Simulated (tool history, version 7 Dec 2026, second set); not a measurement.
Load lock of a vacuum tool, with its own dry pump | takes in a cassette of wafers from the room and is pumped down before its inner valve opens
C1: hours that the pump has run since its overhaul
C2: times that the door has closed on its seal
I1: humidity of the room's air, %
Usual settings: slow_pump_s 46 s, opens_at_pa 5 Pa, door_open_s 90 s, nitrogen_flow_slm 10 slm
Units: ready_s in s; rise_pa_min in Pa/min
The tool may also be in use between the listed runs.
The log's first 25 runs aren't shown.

{"run": 26, "hour": 5998.5, "slow_pump_s": 46, "opens_at_pa": 6, "door_open_s": 38, "nitrogen_flow_slm": 19, "C1": 16382, "C2": 36382, "I1": 41.9, "ready_s": 87.8, "rise_pa_min": 0.361}
{"run": 27, "hour": 6312.5, "slow_pump_s": 80, "opens_at_pa": 9, "door_open_s": 90, "nitrogen_flow_slm": 10, "C1": 16696, "C2": 37575, "I1": 46.9, "ready_s": 114.0, "rise_pa_min": 0.396}
{"run": 28, "hour": 6549.3, "slow_pump_s": 80, "opens_at_pa": 4, "door_open_s": 50, "nitrogen_flow_slm": 5, "C1": 16933, "C2": 38474, "I1": 46.7, "ready_s": 119.4, "rise_pa_min": 0.409}
{"run": 29, "hour": 6820.7, "slow_pump_s": 80, "opens_at_pa": 4, "door_open_s": 50, "nitrogen_flow_slm": 5, "C1": 17204, "C2": 39505, "I1": 43.8, "ready_s": 118.3, "rise_pa_min": 0.43}
{"run": 30, "hour": 7004.1, "slow_pump_s": 80, "opens_at_pa": 4, "door_open_s": 50, "nitrogen_flow_slm": 5, "C1": 17388, "C2": 40202, "I1": 48.2, "ready_s": 119.3, "rise_pa_min": 0.44}
{"hour": 7096.8, "done": "door's seal changed, seat wiped"}
{"run": 31, "hour": 7195.3, "slow_pump_s": 29, "opens_at_pa": 5, "door_open_s": 82, "nitrogen_flow_slm": 10, "C1": 17577, "C2": 374, "I1": 47.2, "ready_s": 74.7, "rise_pa_min": 0.045}
{"run": 32, "hour": 7332.8, "slow_pump_s": 29, "opens_at_pa": 4, "door_open_s": 82, "nitrogen_flow_slm": 36, "C1": 17715, "C2": 896, "I1": 49.8, "ready_s": 76.5, "rise_pa_min": 0.031}
{"run": 33, "hour": 7624.6, "slow_pump_s": 72, "opens_at_pa": 5, "door_open_s": 90, "nitrogen_flow_slm": 7, "C1": 18007, "C2": 2004, "I1": 45.7, "ready_s": 111.1, "rise_pa_min": 0.053}
{"run": 34, "hour": 7880.6, "slow_pump_s": 46, "opens_at_pa": 5, "door_open_s": 90, "nitrogen_flow_slm": 31, "C1": 18263, "C2": 2976, "I1": 47.0, "ready_s": 89.6, "rise_pa_min": 0.036}
{"run": 35, "hour": 8068.3, "slow_pump_s": 46, "opens_at_pa": 5, "door_open_s": 90, "nitrogen_flow_slm": 19, "C1": 18450, "C2": 3689, "I1": 41.6, "ready_s": 90.9, "rise_pa_min": 0.043}
{"run": 36, "hour": 8333.8, "slow_pump_s": 71, "opens_at_pa": 4, "door_open_s": 26, "nitrogen_flow_slm": 12, "C1": 18716, "C2": 4698, "I1": 44.2, "ready_s": 112.4, "rise_pa_min": 0.043}

Forecast each of these 3 alternatives for the next run:
{"run": "A", "hour": 8475.4, "slow_pump_s": 43, "opens_at_pa": 5, "door_open_s": 90, "nitrogen_flow_slm": 10, "C1": 18857, "C2": 5235, "I1": 42.3, "ready_s": "?", "rise_pa_min": "?"}
{"run": "B", "hour": 8475.4, "slow_pump_s": 71, "opens_at_pa": 5, "door_open_s": 26, "nitrogen_flow_slm": 12, "C1": 18857, "C2": 5235, "I1": 46.9, "ready_s": "?", "rise_pa_min": "?"}
{"run": "C", "hour": 8475.4, "slow_pump_s": 46, "opens_at_pa": 8, "door_open_s": 41, "nitrogen_flow_slm": 10, "C1": 18857, "C2": 5235, "I1": 44.1, "ready_s": "?", "rise_pa_min": "?"}

run=A ready_s=87.3 rise_pa_min=0.054
run=B ready_s=110.9 rise_pa_min=0.053
run=C ready_s=87.4 rise_pa_min=0.050
Without the tool's hidden state the same runs would have given:
run=A ready_s=79.4 rise_pa_min=0.032
run=B ready_s=103.9 rise_pa_min=0.031
run=C ready_s=80.2 rise_pa_min=0.029
